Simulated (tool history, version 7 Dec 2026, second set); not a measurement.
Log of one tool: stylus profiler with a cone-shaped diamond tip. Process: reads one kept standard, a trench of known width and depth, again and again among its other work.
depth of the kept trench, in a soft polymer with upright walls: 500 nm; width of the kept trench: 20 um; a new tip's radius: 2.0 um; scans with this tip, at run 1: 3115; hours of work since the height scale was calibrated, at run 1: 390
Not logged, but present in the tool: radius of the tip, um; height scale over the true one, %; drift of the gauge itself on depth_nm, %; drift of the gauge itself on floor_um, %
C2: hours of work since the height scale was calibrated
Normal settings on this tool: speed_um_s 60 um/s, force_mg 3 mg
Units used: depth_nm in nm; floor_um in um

{"run": 1, "day": 0.0, "speed_um_s": 60, "force_mg": 3, "scans with this tip": 3115, "C2": 390, "depth_nm": 503.83, "floor_um": 16.91}
{"run": 2, "day": 1.096, "speed_um_s": 60, "force_mg": 3, "scans with this tip": 3208, "C2": 402, "depth_nm": 504, "floor_um": 16.92}
{"run": 3, "day": 1.796, "speed_um_s": 60, "force_mg": 3, "scans with this tip": 3267, "C2": 409, "depth_nm": 503.87, "floor_um": 16.9}
{"run": 4, "day": 2.8, "speed_um_s": 60, "force_mg": 3, "scans with this tip": 3352, "C2": 420, "depth_nm": 503.63, "floor_um": 16.93}
{"run": 5, "day": 3.821, "speed_um_s": 60, "force_mg": 3, "scans with this tip": 3439, "C2": 431, "depth_nm": 504.04, "floor_um": 16.89}
{"run": 6, "day": 4.571, "speed_um_s": 60, "force_mg": 3, "scans with this tip": 3502, "C2": 438, "depth_nm": 503.58, "floor_um": 16.89}
{"run": 7, "day": 5.2, "speed_um_s": 60, "force_mg": 3.06, "scans with this tip": 3555, "C2": 445, "depth_nm": 503.72, "floor_um": 16.87}
{"run": 8, "day": 6.217, "speed_um_s": 60, "force_mg": 3.06, "scans with this tip": 3641, "C2": 456, "depth_nm": 503.9, "floor_um": 16.93}
{"run": 9, "day": 7.029, "speed_um_s": 40, "force_mg": 3, "scans with this tip": 3710, "C2": 465, "depth_nm": 503.74, "floor_um": 16.91}
{"run": 10, "day": 7.608, "speed_um_s": 40, "force_mg": 3, "scans with this tip": 3759, "C2": 471, "depth_nm": 503.58, "floor_um": 16.92}
{"run": 11, "day": 8.746, "speed_um_s": 40, "force_mg": 3, "scans with this tip": 3856, "C2": 483, "depth_nm": 503.48, "floor_um": 16.88}
{"run": 12, "day": 9.617, "speed_um_s": 60, "force_mg": 3, "scans with this tip": 3929, "C2": 492, "depth_nm": 503.91, "floor_um": 16.86}
{"run": 13, "day": 10.633, "speed_um_s": 60, "force_mg": 3, "scans with this tip": 4015, "C2": 503, "depth_nm": 503.63, "floor_um": 16.85}
{"run": 14, "day": 11.225, "speed_um_s": 60, "force_mg": 3, "scans with this tip": 4066, "C2": 509, "depth_nm": 503.49, "floor_um": 16.85}
{"run": 15, "day": 12.338, "speed_um_s": 60, "force_mg": 3, "scans with this tip": 4160, "C2": 521, "depth_nm": 503.55, "floor_um": 16.73}
{"run": 16, "day": 12.9, "speed_um_s": 43, "force_mg": 3, "scans with this tip": 4208, "C2": 527, "depth_nm": 503.89, "floor_um": 16.87}
{"run": 17, "day": 13.454, "speed_um_s": 48, "force_mg": 2.15, "scans with this tip": 4255, "C2": 533, "depth_nm": 502.81, "floor_um": 16.82}
{"run": 18, "day": 14.079, "speed_um_s": 167, "force_mg": 1.75, "scans with this tip": 4307, "C2": 539, "depth_nm": 502.06, "floor_um": 16.43}
{"run": 19, "day": 14.771, "speed_um_s": 69, "force_mg": 3, "scans with this tip": 4366, "C2": 547, "depth_nm": 503.49, "floor_um": 16.8}
{"run": 20, "day": 15.608, "speed_um_s": 87, "force_mg": 4.46, "scans with this tip": 4437, "C2": 555, "depth_nm": 504.7, "floor_um": 16.73}
{"run": 21, "day": 16.175, "speed_um_s": 19, "force_mg": 1.72, "scans with this tip": 4485, "C2": 561, "depth_nm": 501.97, "floor_um": 16.88}
{"run": 22, "day": 17.279, "speed_um_s": 19, "force_mg": 3.41, "scans with this tip": 4579, "C2": 573, "depth_nm": 504.17, "floor_um": 16.89}
{"run": 23, "day": 17.954, "speed_um_s": 154, "force_mg": 2.49, "scans with this tip": 4636, "C2": 580, "depth_nm": 502.82, "floor_um": 16.5}
{"run": 24, "day": 18.779, "speed_um_s": 171, "force_mg": 2.93, "scans with this tip": 4706, "C2": 589, "depth_nm": 503.39, "floor_um": 16.51}
{"run": 25, "day": 19.383, "speed_um_s": 21, "force_mg": 2.85, "scans with this tip": 4757, "C2": 596, "depth_nm": 503.32, "floor_um": 16.86}
{"run": 26, "day": 20.021, "speed_um_s": 21, "force_mg": 2.85, "scans with this tip": 4811, "C2": 602, "depth_nm": 503.35, "floor_um": 16.92}
{"run": 27, "day": 20.671, "speed_um_s": 95, "force_mg": 2.64, "scans with this tip": 4866, "C2": 609, "depth_nm": 503.11, "floor_um": 16.7}
{"run": 28, "day": 21.667, "speed_um_s": 60, "force_mg": 8.42, "scans with this tip": 4950, "C2": 620, "depth_nm": 507.77, "floor_um": 16.83}
{"run": 29, "day": 22.517, "speed_um_s": 40, "force_mg": 1.12, "scans with this tip": 5022, "C2": 629, "depth_nm": 501.02, "floor_um": 16.78}
{"run": 30, "day": 23.654, "speed_um_s": 40, "force_mg": 1.12, "scans with this tip": 5119, "C2": 641, "depth_nm": 501.33, "floor_um": 16.71}

Below are 4 alternative next runs, each starting from the tool's condition after run 30. Predict each:
{"run": "A", "day": 24.362, "speed_um_s": 40, "force_mg": 2.74, "scans with this tip": 5179, "C2": 648, "depth_nm": "?", "floor_um": "?"}
{"run": "B", "day": 24.362, "speed_um_s": 37, "force_mg": 5.55, "scans with this tip": 5179, "C2": 648, "depth_nm": "?", "floor_um": "?"}
{"run": "C", "day": 24.362, "speed_um_s": 66, "force_mg": 1.12, "scans with this tip": 5179, "C2": 648, "depth_nm": "?", "floor_um": "?"}
{"run": "D", "day": 24.362, "speed_um_s": 196, "force_mg": 2.19, "scans with this tip": 5179, "C2": 648, "depth_nm": "?", "floor_um": "?"}

run=A depth_nm=503.15 floor_um=16.8
run=B depth_nm=505.63 floor_um=16.83
run=C depth_nm=501.31 floor_um=16.65
run=D depth_nm=502.5 floor_um=16.39
The same runs, with their run-to-run variation unchanged, on a tool lacking any hidden condition would have given:
run=A depth_nm=504.34 floor_um=17.27
run=B depth_nm=506.82 floor_um=17.3
run=C depth_nm=502.49 floor_um=17.11
run=D depth_nm=503.69 floor_um=16.86
